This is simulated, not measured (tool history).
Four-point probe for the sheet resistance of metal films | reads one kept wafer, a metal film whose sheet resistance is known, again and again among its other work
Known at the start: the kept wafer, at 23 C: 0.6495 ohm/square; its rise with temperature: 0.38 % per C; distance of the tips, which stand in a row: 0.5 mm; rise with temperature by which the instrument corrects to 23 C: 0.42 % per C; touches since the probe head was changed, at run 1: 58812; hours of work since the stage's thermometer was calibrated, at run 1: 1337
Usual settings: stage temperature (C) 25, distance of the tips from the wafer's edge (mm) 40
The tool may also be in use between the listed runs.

run	day	stage temperature (C)	distance of the tips from the wafer's edge (mm)	touches since the probe head was changed	hours of work since the stage's thermometer was calibrated	sheet resistance as the instrument gives it (ohm/square)
1	0.000	25	40	58812	1337	0.649043
2	1.742	22	40	59735	1358	0.649874
3	3.342	25	40	60581	1377	0.649049
4	5.312	25	45	61624	1401	0.649135
5	7.483	25	11	62775	1427	0.649978
6	9.667	21	14	63930	1453	0.650412
7	12.050	34	6	65192	1482	0.649410
8	14.367	24	19	66419	1510	0.649376
9	17.108	34	8	67871	1543	0.648353
10	18.879	33	4	68808	1564	0.652452

3 ways to go on from here, each from the tool as it stands after run 10. What would each give?
A	21.658	33	6	70280	1598	?
B	21.658	19	4	70280	1598	?
C	21.658	35	37	70280	1598	?

run	sheet resistance as the instrument gives it (ohm/square)
A	0.649516
B	0.656089
C	0.646652
Without the tool's hidden state the same runs would have given:
run	sheet resistance as the instrument gives it (ohm/square)
A	0.649343
B	0.655985
C	0.646471

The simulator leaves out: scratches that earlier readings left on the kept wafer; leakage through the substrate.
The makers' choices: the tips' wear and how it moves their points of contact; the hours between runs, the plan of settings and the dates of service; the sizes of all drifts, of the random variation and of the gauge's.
